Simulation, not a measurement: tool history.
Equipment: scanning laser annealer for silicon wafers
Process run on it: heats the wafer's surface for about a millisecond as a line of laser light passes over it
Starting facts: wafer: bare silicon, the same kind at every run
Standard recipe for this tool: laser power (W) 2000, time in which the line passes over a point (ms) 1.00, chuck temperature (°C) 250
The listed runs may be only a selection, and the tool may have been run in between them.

run,hour,laser power (W),time in which the line passes over a point (ms),chuck temperature (°C),highest temperature of the surface (°C)
1,0.0,2000,1.00,250,949
2,79.2,2000,1.00,250,944
3,123.2,2000,1.16,250,1006
4,165.8,2000,1.00,250,944
5,231.0,1955,1.00,250,926
6,286.7,1955,1.00,250,923
7,363.1,1955,1.00,250,919
8,413.3,1955,1.00,250,913
9,482.5,1955,1.00,250,910
10,556.8,1955,1.00,250,961
11,602.5,1955,1.00,266,978
12,681.4,1955,1.00,266,975
13,745.6,1955,1.00,266,974
14,816.9,1892,1.00,266,947
15,890.7,2115,0.76,275,919
16,950.2,1761,0.86,250,832
17,1034.5,2000,1.18,267,1052
18,1085.4,2011,1.18,267,1053
19,1157.8,2011,1.18,267,1053
20,1246.6,2011,0.72,224,806
21,1292.7,1906,0.72,227,780
22,1378.9,2061,1.14,283,1060
23,1430.4,1924,1.00,279,954
24,1500.0,1822,0.73,246,778
25,1578.0,1822,0.73,246,775

Not shown: 3 entries that the log had between the listed runs. Between which runs, and how does the tool's hidden state differ before and after?
After run 7, before run 8: window over the wafer cleaned (hour 384.4); optics aligned, line set to its width (hour 389.4)
  light that passes the window, % of a clean one's: 94.81 -> 92.38; laser's true power over the reading, %: 0.93 -> 0.94; width of the line over the set one, %: 4.45 -> 0.13
  measured less the result without the state, highest temperature of the surface (°C): -39 -> -45
After run 9, before run 10: window over the wafer cleaned, once more (hour 537.7)
  light that passes the window, % of a clean one's: 92.09 -> 99.58; laser's true power over the reading, %: 0.96 -> 0.99; width of the line over the set one, %: 0.3 -> 0.49
  measured less the result without the state, highest temperature of the surface (°C): -47 -> +3
